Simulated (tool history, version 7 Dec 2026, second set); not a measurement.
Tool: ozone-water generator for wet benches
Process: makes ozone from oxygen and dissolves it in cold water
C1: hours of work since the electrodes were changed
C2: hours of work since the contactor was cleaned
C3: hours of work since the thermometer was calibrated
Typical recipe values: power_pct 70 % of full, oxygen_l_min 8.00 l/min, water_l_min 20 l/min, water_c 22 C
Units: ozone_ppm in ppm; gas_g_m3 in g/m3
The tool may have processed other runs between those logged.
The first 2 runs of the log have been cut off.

run 3 hour=34.7 | power_pct=70 oxygen_l_min=8.00 water_l_min=20 water_c=22 | C1=646 C2=3211 C3=4931 | ozone_ppm=17.5 gas_g_m3=170.8
run 4 hour=61.2 | power_pct=70 oxygen_l_min=8.00 water_l_min=20 water_c=22 | C1=669 C2=3234 C3=4953 | ozone_ppm=17.6 gas_g_m3=172.6
run 5 hour=85.4 | power_pct=63 oxygen_l_min=8.00 water_l_min=20 water_c=22 | C1=689 C2=3254 C3=4974 | ozone_ppm=16.2 gas_g_m3=161.1
run 6 hour=112.7 | power_pct=70 oxygen_l_min=5.04 water_l_min=20 water_c=22 | C1=713 C2=3278 C3=4997 | ozone_ppm=17.4 gas_g_m3=212.9
run 7 hour=138.2 | power_pct=70 oxygen_l_min=5.04 water_l_min=20 water_c=22 | C1=734 C2=3300 C3=5019 | ozone_ppm=17.5 gas_g_m3=212.4
run 8 hour=164.8 | power_pct=70 oxygen_l_min=5.20 water_l_min=20 water_c=22 | C1=757 C2=3322 C3=5042 | ozone_ppm=17.5 gas_g_m3=210.7
run 9 hour=199.1 | power_pct=70 oxygen_l_min=5.20 water_l_min=20 water_c=22 | C1=787 C2=3352 C3=5071 | ozone_ppm=17.3 gas_g_m3=210.3
run 10 hour=235.6 | power_pct=70 oxygen_l_min=5.20 water_l_min=20 water_c=22 | C1=818 C2=3383 C3=5103 | ozone_ppm=17.4 gas_g_m3=212.9
run 11 hour=270.8 | power_pct=70 oxygen_l_min=5.20 water_l_min=20 water_c=22 | C1=848 C2=3413 C3=5133 | ozone_ppm=17.4 gas_g_m3=209.2
run 12 hour=296.2 | power_pct=70 oxygen_l_min=5.20 water_l_min=20 water_c=22 | C1=870 C2=3435 C3=5154 | ozone_ppm=17.4 gas_g_m3=211.4
run 13 hour=311.6 | power_pct=70 oxygen_l_min=5.20 water_l_min=20 water_c=22 | C1=883 C2=3448 C3=5168 | ozone_ppm=17.4 gas_g_m3=208.5
run 14 hour=347.3 | power_pct=70 oxygen_l_min=8.00 water_l_min=20 water_c=22 | C1=913 C2=3478 C3=5198 | ozone_ppm=17.4 gas_g_m3=170.7
run 15 hour=363.5 | power_pct=70 oxygen_l_min=8.00 water_l_min=20 water_c=22 | C1=927 C2=3492 C3=5212 | ozone_ppm=17.4 gas_g_m3=170.9
run 16 hour=383.3 | power_pct=70 oxygen_l_min=8.00 water_l_min=20 water_c=22 | C1=944 C2=3509 C3=5229 | ozone_ppm=17.5 gas_g_m3=171.0
run 17 hour=400.0 | power_pct=54 oxygen_l_min=8.00 water_l_min=20 water_c=22 | C1=958 C2=3524 C3=5243 | ozone_ppm=14.6 gas_g_m3=143.5
run 18 hour=435.7 | power_pct=54 oxygen_l_min=8.00 water_l_min=20 water_c=22 | C1=989 C2=3554 C3=5274 | ozone_ppm=14.5 gas_g_m3=145.6
run 19 hour=453.2 | power_pct=59 oxygen_l_min=7.82 water_l_min=20 water_c=22 | C1=1004 C2=3569 C3=5289 | ozone_ppm=15.5 gas_g_m3=153.7
run 20 hour=472.1 | power_pct=94 oxygen_l_min=5.04 water_l_min=12 water_c=22 | C1=1020 C2=3585 C3=5305 | ozone_ppm=30.7 gas_g_m3=255.9
run 21 hour=496.7 | power_pct=94 oxygen_l_min=5.04 water_l_min=12 water_c=22 | C1=1041 C2=3606 C3=5326 | ozone_ppm=30.3 gas_g_m3=256.8
-- hour=502.9 contactor cleaned
run 22 hour=526.7 | power_pct=70 oxygen_l_min=8.00 water_l_min=28 water_c=22 | C1=1063 C2=20 C3=5348 | ozone_ppm=13.9 gas_g_m3=171.0
run 23 hour=552.1 | power_pct=75 oxygen_l_min=11.63 water_l_min=14 water_c=22 | C1=1085 C2=42 C3=5370 | ozone_ppm=21.9 gas_g_m3=149.4
run 24 hour=588.9 | power_pct=74 oxygen_l_min=6.81 water_l_min=30 water_c=14 | C1=1117 C2=74 C3=5401 | ozone_ppm=14.5 gas_g_m3=191.9

What does the tool deliver on the next run?
run 25 hour=604.7 | power_pct=74 oxygen_l_min=6.81 water_l_min=30 water_c=14 | C1=1130 C2=87 C3=5415 | ozone_ppm=? gas_g_m3=?

{"run 25": {"ozone_ppm": 14.8, "gas_g_m3": 192.1}}
With no hidden state in the tool, this same run would have given ozone_ppm 15.5 ppm, gas_g_m3 199.1 g/m3.
